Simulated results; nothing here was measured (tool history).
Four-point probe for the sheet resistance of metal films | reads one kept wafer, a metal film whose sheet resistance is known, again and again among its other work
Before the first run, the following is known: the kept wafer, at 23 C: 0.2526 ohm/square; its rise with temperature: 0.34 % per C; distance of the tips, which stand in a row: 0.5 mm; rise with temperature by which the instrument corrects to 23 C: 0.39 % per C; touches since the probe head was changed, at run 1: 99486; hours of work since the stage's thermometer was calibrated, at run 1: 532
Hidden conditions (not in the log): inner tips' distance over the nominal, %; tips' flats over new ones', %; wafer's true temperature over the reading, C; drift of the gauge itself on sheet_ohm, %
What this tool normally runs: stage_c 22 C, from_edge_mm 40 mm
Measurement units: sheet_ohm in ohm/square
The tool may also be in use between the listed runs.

| run | day | stage_c | from_edge_mm | touches since the probe head was changed | hours of work since the stage's thermometer was calibrated | sheet_ohm |
|---|---|---|---|---|---|---|
| 1 | 0.000 | 22 | 40 | 99486 | 532 | 0.251114 |
| 2 | 1.442 | 22 | 40 | 100741 | 549 | 0.250891 |
| 3 | 3.879 | 22 | 40 | 102859 | 578 | 0.251063 |
| 4 | 5.704 | 22 | 40 | 104446 | 600 | 0.251067 |
| 5 | 7.500 | 20 | 40 | 106005 | 621 | 0.251223 |
| 6 | 10.171 | 20 | 40 | 108327 | 653 | 0.251259 |
| 7 | 11.429 | 20 | 40 | 109422 | 668 | 0.251216 |
| 8 | 12.912 | 22 | 40 | 110709 | 686 | 0.250994 |
| 9 | 15.042 | 22 | 40 | 112560 | 711 | 0.251002 |
| 10 | 16.638 | 22 | 40 | 113947 | 730 | 0.250952 |
| 11 | 18.721 | 22 | 63 | 115759 | 755 | 0.250974 |
| 12 | 20.238 | 22 | 63 | 117077 | 773 | 0.250948 |
| 13 | 22.229 | 20 | 48 | 118810 | 797 | 0.251179 |
| 14 | 25.138 | 20 | 48 | 121337 | 832 | 0.251177 |
| 15 | 27.496 | 20 | 48 | 123387 | 860 | 0.251144 |
| 16 | 30.267 | 21 | 10 | 125794 | 893 | 0.251429 |
| 17 | 31.779 | 21 | 10 | 127110 | 911 | 0.251383 |
| 18 | 33.583 | 23 | 33 | 128679 | 932 | 0.250734 |
| 19 | 36.375 | 23 | 33 | 131106 | 965 | 0.250758 |
| 20 | 38.625 | 31 | 33 | 133062 | 992 | 0.249675 |
| 21 | 40.512 | 19 | 40 | 134703 | 1015 | 0.251270 |
| 22 | 42.817 | 19 | 40 | 136704 | 1042 | 0.251326 |
| 23 | 44.312 | 25 | 40 | 138005 | 1060 | 0.250464 |
| 24 | 46.758 | 34 | 23 | 140129 | 1089 | 0.249320 |

Predict each of these 4 candidate next runs independently; none follows another, all start after run 24:
| A | 49.042 | 21 | 25 | 142115 | 1116 | ? |
| B | 49.042 | 21 | 37 | 142115 | 1116 | ? |
| C | 49.042 | 24 | 9 | 142115 | 1116 | ? |
| D | 49.042 | 23 | 18 | 142115 | 1116 | ? |

| run | sheet_ohm |
|---|---|
| A | 0.250929 |
| B | 0.250949 |
| C | 0.250954 |
| D | 0.250759 |
With no hidden state in the tool, these same runs would have given:
| run | sheet_ohm |
|---|---|
| A | 0.252855 |
| B | 0.252876 |
| C | 0.252882 |
| D | 0.252685 |

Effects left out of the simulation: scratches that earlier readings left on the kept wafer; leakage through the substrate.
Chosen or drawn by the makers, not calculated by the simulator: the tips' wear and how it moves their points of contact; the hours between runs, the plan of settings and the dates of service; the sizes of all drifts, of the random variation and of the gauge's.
